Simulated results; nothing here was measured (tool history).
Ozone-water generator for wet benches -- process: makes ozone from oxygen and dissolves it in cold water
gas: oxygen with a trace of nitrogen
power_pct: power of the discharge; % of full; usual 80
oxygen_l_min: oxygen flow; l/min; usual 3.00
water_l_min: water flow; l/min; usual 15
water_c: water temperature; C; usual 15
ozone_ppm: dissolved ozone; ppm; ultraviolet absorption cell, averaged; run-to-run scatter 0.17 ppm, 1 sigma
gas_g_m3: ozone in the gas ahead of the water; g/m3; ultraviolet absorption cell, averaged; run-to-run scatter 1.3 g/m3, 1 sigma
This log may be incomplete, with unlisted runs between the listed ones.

run 1 day=0.000 | power_pct=80 oxygen_l_min=3.00 water_l_min=15 water_c=15 | ozone_ppm=22.0 gas_g_m3=237.4
run 2 day=4.292 | power_pct=80 oxygen_l_min=3.00 water_l_min=15 water_c=15 | ozone_ppm=22.1 gas_g_m3=235.6
run 3 day=7.075 | power_pct=80 oxygen_l_min=3.00 water_l_min=15 water_c=14 | ozone_ppm=21.9 gas_g_m3=237.9
run 4 day=11.121 | power_pct=80 oxygen_l_min=3.00 water_l_min=15 water_c=15 | ozone_ppm=21.5 gas_g_m3=235.8
run 5 day=13.983 | power_pct=80 oxygen_l_min=3.57 water_l_min=15 water_c=15 | ozone_ppm=22.1 gas_g_m3=214.3
run 6 day=18.142 | power_pct=80 oxygen_l_min=3.00 water_l_min=15 water_c=15 | ozone_ppm=21.7 gas_g_m3=238.3
run 7 day=20.975 | power_pct=80 oxygen_l_min=3.00 water_l_min=15 water_c=15 | ozone_ppm=22.1 gas_g_m3=238.7
run 8 day=23.692 | power_pct=80 oxygen_l_min=3.00 water_l_min=15 water_c=15 | ozone_ppm=22.1 gas_g_m3=237.5
run 9 day=28.367 | power_pct=80 oxygen_l_min=3.00 water_l_min=15 water_c=15 | ozone_ppm=21.8 gas_g_m3=237.7
run 10 day=31.517 | power_pct=80 oxygen_l_min=3.00 water_l_min=15 water_c=15 | ozone_ppm=21.6 gas_g_m3=235.5
run 11 day=35.538 | power_pct=80 oxygen_l_min=3.00 water_l_min=15 water_c=15 | ozone_ppm=21.4 gas_g_m3=236.5
run 12 day=38.354 | power_pct=80 oxygen_l_min=3.00 water_l_min=15 water_c=15 | ozone_ppm=21.5 gas_g_m3=235.6
run 13 day=41.133 | power_pct=80 oxygen_l_min=3.00 water_l_min=15 water_c=15 | ozone_ppm=21.3 gas_g_m3=235.6
run 14 day=43.971 | power_pct=80 oxygen_l_min=3.00 water_l_min=15 water_c=15 | ozone_ppm=21.8 gas_g_m3=236.0
run 15 day=46.346 | power_pct=80 oxygen_l_min=3.00 water_l_min=15 water_c=14 | ozone_ppm=21.7 gas_g_m3=237.0
run 16 day=50.425 | power_pct=80 oxygen_l_min=3.00 water_l_min=15 water_c=19 | ozone_ppm=20.4 gas_g_m3=236.7
run 17 day=53.892 | power_pct=96 oxygen_l_min=4.41 water_l_min=13 water_c=7 | ozone_ppm=31.5 gas_g_m3=215.1
run 18 day=56.829 | power_pct=42 oxygen_l_min=1.50 water_l_min=13 water_c=10 | ozone_ppm=14.3 gas_g_m3=210.7
run 19 day=58.992 | power_pct=42 oxygen_l_min=2.16 water_l_min=13 water_c=12 | ozone_ppm=14.8 gas_g_m3=169.1
run 20 day=63.175 | power_pct=42 oxygen_l_min=2.16 water_l_min=13 water_c=12 | ozone_ppm=14.6 gas_g_m3=170.1
run 21 day=65.596 | power_pct=80 oxygen_l_min=2.00 water_l_min=16 water_c=15 | ozone_ppm=19.4 gas_g_m3=296.7
run 22 day=69.008 | power_pct=80 oxygen_l_min=3.00 water_l_min=15 water_c=15 | ozone_ppm=21.4 gas_g_m3=232.1
run 23 day=73.588 | power_pct=80 oxygen_l_min=3.00 water_l_min=15 water_c=15 | ozone_ppm=21.4 gas_g_m3=233.8
run 24 day=76.792 | power_pct=52 oxygen_l_min=3.00 water_l_min=15 water_c=15 | ozone_ppm=15.1 gas_g_m3=166.1
run 25 day=81.392 | power_pct=52 oxygen_l_min=3.00 water_l_min=21 water_c=23 | ozone_ppm=10.1 gas_g_m3=165.4
run 26 day=85.904 | power_pct=70 oxygen_l_min=2.92 water_l_min=22 water_c=9 | ozone_ppm=14.1 gas_g_m3=211.5
run 27 day=88.425 | power_pct=80 oxygen_l_min=2.24 water_l_min=21 water_c=15 | ozone_ppm=14.7 gas_g_m3=274.4
run 28 day=90.417 | power_pct=53 oxygen_l_min=4.53 water_l_min=21 water_c=15 | ozone_ppm=11.6 gas_g_m3=130.8
run 29 day=93.558 | power_pct=53 oxygen_l_min=4.53 water_l_min=21 water_c=15 | ozone_ppm=11.7 gas_g_m3=131.7
run 30 day=97.775 | power_pct=53 oxygen_l_min=2.43 water_l_min=21 water_c=15 | ozone_ppm=10.5 gas_g_m3=190.3
run 31 day=102.638 | power_pct=71 oxygen_l_min=2.79 water_l_min=13 water_c=22 | ozone_ppm=19.8 gas_g_m3=220.8
run 32 day=104.825 | power_pct=80 oxygen_l_min=3.00 water_l_min=15 water_c=21 | ozone_ppm=19.4 gas_g_m3=229.4

What would each run have given without the hidden state, its run-to-run variation left as it was?
Hidden conditions of the tool in this case: yield of the discharge, % of new electrodes'; contactor's efficiency, % of a clean one's; true water temperature over the reading, C; drift of the gauge itself on ozone_ppm, %; drift of the gauge itself on gas_g_m3, %.
run=1 ozone_ppm=22.6 gas_g_m3=239.5
run=2 ozone_ppm=22.7 gas_g_m3=237.9
run=3 ozone_ppm=22.6 gas_g_m3=240.4
run=4 ozone_ppm=22.2 gas_g_m3=238.5
run=5 ozone_ppm=22.8 gas_g_m3=217.0
run=6 ozone_ppm=22.5 gas_g_m3=241.6
run=7 ozone_ppm=22.8 gas_g_m3=242.2
run=8 ozone_ppm=22.8 gas_g_m3=241.2
run=9 ozone_ppm=22.6 gas_g_m3=241.7
run=10 ozone_ppm=22.4 gas_g_m3=239.7
run=11 ozone_ppm=22.3 gas_g_m3=241.0
run=12 ozone_ppm=22.4 gas_g_m3=240.2
run=13 ozone_ppm=22.2 gas_g_m3=240.4
run=14 ozone_ppm=22.7 gas_g_m3=241.0
run=15 ozone_ppm=22.7 gas_g_m3=242.3
run=16 ozone_ppm=21.4 gas_g_m3=242.2
run=17 ozone_ppm=33.1 gas_g_m3=221.1
run=18 ozone_ppm=14.8 gas_g_m3=213.5
run=19 ozone_ppm=15.4 gas_g_m3=171.4
run=20 ozone_ppm=15.2 gas_g_m3=172.6
run=21 ozone_ppm=20.4 gas_g_m3=305.0
run=22 ozone_ppm=22.6 gas_g_m3=238.8
run=23 ozone_ppm=22.6 gas_g_m3=240.9
run=24 ozone_ppm=15.9 gas_g_m3=169.7
run=25 ozone_ppm=10.7 gas_g_m3=169.1
run=26 ozone_ppm=15.0 gas_g_m3=218.0
run=27 ozone_ppm=15.7 gas_g_m3=283.9
run=28 ozone_ppm=12.2 gas_g_m3=134.0
run=29 ozone_ppm=12.4 gas_g_m3=135.0
run=30 ozone_ppm=11.1 gas_g_m3=195.3
run=31 ozone_ppm=21.1 gas_g_m3=228.6
run=32 ozone_ppm=20.8 gas_g_m3=238.5
